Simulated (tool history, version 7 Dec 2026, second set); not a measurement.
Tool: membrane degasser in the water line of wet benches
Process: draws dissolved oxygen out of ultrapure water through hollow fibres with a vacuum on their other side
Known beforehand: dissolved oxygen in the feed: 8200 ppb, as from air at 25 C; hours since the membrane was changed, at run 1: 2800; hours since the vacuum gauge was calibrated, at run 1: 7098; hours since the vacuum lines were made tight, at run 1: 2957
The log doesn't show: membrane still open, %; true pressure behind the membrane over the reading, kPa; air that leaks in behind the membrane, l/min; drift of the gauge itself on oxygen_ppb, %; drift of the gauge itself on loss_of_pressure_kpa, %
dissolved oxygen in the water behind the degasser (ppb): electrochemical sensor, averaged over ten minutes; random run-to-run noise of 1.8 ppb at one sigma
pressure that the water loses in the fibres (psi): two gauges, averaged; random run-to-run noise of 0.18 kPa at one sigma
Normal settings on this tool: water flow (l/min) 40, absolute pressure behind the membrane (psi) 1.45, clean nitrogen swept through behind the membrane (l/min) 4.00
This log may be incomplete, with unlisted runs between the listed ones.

run	hour	water flow (l/min)	absolute pressure behind the membrane (psi)	clean nitrogen swept through behind the membrane (l/min)	hours since the membrane was changed	hours since the vacuum gauge was calibrated	hours since the vacuum lines were made tight	dissolved oxygen in the water behind the degasser (ppb)	pressure that the water loses in the fibres (psi)
1	0.0	40	1.45	4.00	2800	7098	2957	190.3	4.965
2	100.8	40	1.45	4.00	2901	7199	3058	192.1	4.991
3	176.4	40	1.45	4.00	2976	7274	3134	191.9	4.998
4	285.3	40	1.45	4.00	3085	7383	3242	193.8	4.981
5	336.9	40	1.45	4.00	3137	7435	3294	191.7	4.940
# hour 378.6: vacuum gauge calibrated
6	416.1	40	1.45	4.00	3216	38	3373	198.1	5.027
7	522.2	40	1.45	4.00	3322	144	3479	193.8	4.998
8	592.5	40	1.45	4.00	3392	214	3549	194.1	4.986
9	653.6	40	1.45	4.00	3453	275	3610	197.1	4.997
# hour 715.1: vacuum gauge calibrated, once more
10	732.4	40	1.45	4.00	3531	17	3689	184.1	5.028
11	828.9	40	1.45	4.00	3628	114	3785	186.5	5.027
12	903.7	40	1.45	4.00	3703	189	3860	186.8	5.017
13	1007.9	40	1.45	4.00	3807	293	3964	187.5	5.044
14	1121.6	40	3.02	1.77	3920	406	4078	828.0	5.043
15	1219.3	40	1.20	5.18	4018	504	4176	122.0	5.069
16	1317.7	40	1.20	5.18	4117	603	4274	123.2	5.011
17	1388.2	40	2.13	2.71	4187	673	4344	405.6	5.005
18	1447.4	54	1.64	6.26	4246	732	4404	250.4	6.815
19	1512.0	36	2.64	4.00	4311	797	4468	327.2	4.551
20	1595.0	45	2.64	4.00	4394	880	4551	424.2	5.697
21	1707.6	57	1.45	4.00	4507	992	4664	325.9	7.161
22	1817.3	40	0.91	3.42	4616	1102	4773	116.8	5.023

Below are 4 alternative next runs, each starting from the tool's condition after run 22. Predict each:
A	1906.7	58	0.91	3.42	4706	1192	4863	?	?
B	1906.7	40	0.91	6.73	4706	1192	4863	?	?
C	1906.7	27	0.91	3.42	4706	1192	4863	?	?
D	1906.7	40	3.42	3.42	4706	1192	4863	?	?

run	dissolved oxygen in the water behind the degasser (ppb)	pressure that the water loses in the fibres (psi)
A	233.2	7.358
B	75.7	4.997
C	63.5	3.437
D	553.1	5.053
Take away the tool's hidden state, keep each run's random variation, and the runs would have read:
run	dissolved oxygen in the water behind the degasser (ppb)	pressure that the water loses in the fibres (psi)
A	217.3	7.147
B	70.0	4.853
C	60.9	3.339
D	544.1	4.910
